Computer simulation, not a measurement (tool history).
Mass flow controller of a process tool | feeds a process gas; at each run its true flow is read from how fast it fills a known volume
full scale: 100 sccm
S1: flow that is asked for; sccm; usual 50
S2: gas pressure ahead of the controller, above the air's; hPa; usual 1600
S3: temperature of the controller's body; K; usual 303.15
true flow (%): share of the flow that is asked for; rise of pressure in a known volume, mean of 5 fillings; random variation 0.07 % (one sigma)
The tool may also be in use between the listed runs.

Run 1, hour 0: usual settings. Result: true flow (%) 98.99.
Run 2, hour 190.9: usual settings. Result: true flow (%) 98.87.
Run 3, hour 442.6: usual settings. Result: true flow (%) 98.83.
Run 4, hour 663.2: usual settings. Result: true flow (%) 98.75.
Run 5, hour 918.7: usual settings. Result: true flow (%) 98.74.
Run 6, hour 1168.3: usual settings. Result: true flow (%) 98.93.
Run 7, hour 1393.5: usual settings. Result: true flow (%) 98.83.
Run 8, hour 1598: usual settings. Result: true flow (%) 98.85.
Run 9, hour 1813.3: usual settings. Result: true flow (%) 98.74.
Run 10, hour 2015: usual settings. Result: true flow (%) 98.84.
Run 11, hour 2292.5: usual settings. Result: true flow (%) 98.76.
Run 12, hour 2530.2: usual settings. Result: true flow (%) 98.9.
Run 13, hour 2850.9: usual settings but S2 1420 hPa. Result: true flow (%) 98.76.
Run 14, hour 3008.2: usual settings but S2 1420 hPa. Result: true flow (%) 98.73.
Run 15, hour 3349.8: usual settings but S2 1420 hPa. Result: true flow (%) 98.7.
Run 16, hour 3538.1: usual settings. Result: true flow (%) 98.84.
Run 17, hour 3850.6: usual settings. Result: true flow (%) 98.91.
Run 18, hour 4079.3: usual settings. Result: true flow (%) 98.8.
Run 19, hour 4396.9: usual settings but S1 19 sccm. Result: true flow (%) 100.14.
Run 20, hour 4644.7: usual settings but S1 23 sccm, S3 294.15 K. Result: true flow (%) 99.82.
Run 21, hour 4899.5: usual settings but S1 23 sccm, S3 294.15 K. Result: true flow (%) 99.75.
Run 22, hour 5112.9: usual settings but S1 43 sccm, S2 2760 hPa, S3 294.15 K. Result: true flow (%) 99.9.
Run 23, hour 5327.4: usual settings but S1 43 sccm, S2 2760 hPa, S3 294.15 K. Result: true flow (%) 99.88.
Run 24, hour 5582.7: usual settings but S1 43 sccm, S2 2760 hPa, S3 294.15 K. Result: true flow (%) 99.94.
Run 25, hour 5808.8: usual settings but S1 43 sccm, S2 2760 hPa, S3 294.15 K. Result: true flow (%) 99.91.
Run 26, hour 5957.4: usual settings but S1 33 sccm, S2 2450 hPa, S3 294.15 K. Result: true flow (%) 99.85.
Run 27, hour 6238.6: usual settings but S2 1890 hPa, S3 308.15 K. Result: true flow (%) 98.75.
Run 28, hour 6437.5: usual settings but S2 1890 hPa, S3 308.15 K. Result: true flow (%) 98.88.
Run 29, hour 6616.7: usual settings but S2 1890 hPa, S3 308.15 K. Result: true flow (%) 98.91.
Run 30, hour 6914.6: usual settings but S1 23 sccm, S2 2340 hPa, S3 294.15 K. Result: true flow (%) 100.46.
Run 31, hour 7188.8: usual settings but S2 1860 hPa, S3 310.15 K. Result: true flow (%) 98.9.
Run 32, hour 7363.8: usual settings but S1 52 sccm, S2 2000 hPa, S3 297.15 K. Result: true flow (%) 99.19.
At hour 7631.8: controller's zero set anew.
Run 33, hour 7631.8: usual settings but S1 52 sccm, S2 2000 hPa, S3 297.15 K. Result: true flow (%) 98.16.
Run 34, hour 7873.1: usual settings but S1 52 sccm, S2 2000 hPa, S3 297.15 K. Result: true flow (%) 98.14.

Measured less the same run without the tool's hidden state. The same run-to-run variation is in both; the gauge's scatter may not be:
The hidden state here: flow at rest that the sensor doesn't see, % of full scale; true flow over the shown one, %; drift of the gauge itself on true_pct, %.
run  true flow (%)
  1          -0.15
  2          -0.16
  3          -0.16
  4          -0.16
  5          -0.16
  6          -0.17
  7          -0.17
  8          -0.17
  9          -0.17
 10          -0.17
 11          -0.18
 12          -0.18
 13          -0.18
 14          -0.18
 15          -0.18
 16          -0.19
 17          -0.18
 18          -0.19
 19          +1.31
 20           +0.9
 21          +0.92
 22          -0.04
 23          -0.04
 24          -0.04
 25          -0.04
 26          +0.33
 27           -0.2
 28          -0.21
 29           -0.2
 30           +1.1
 31          -0.21
 32          -0.26
 33          -1.37
 34          -1.37
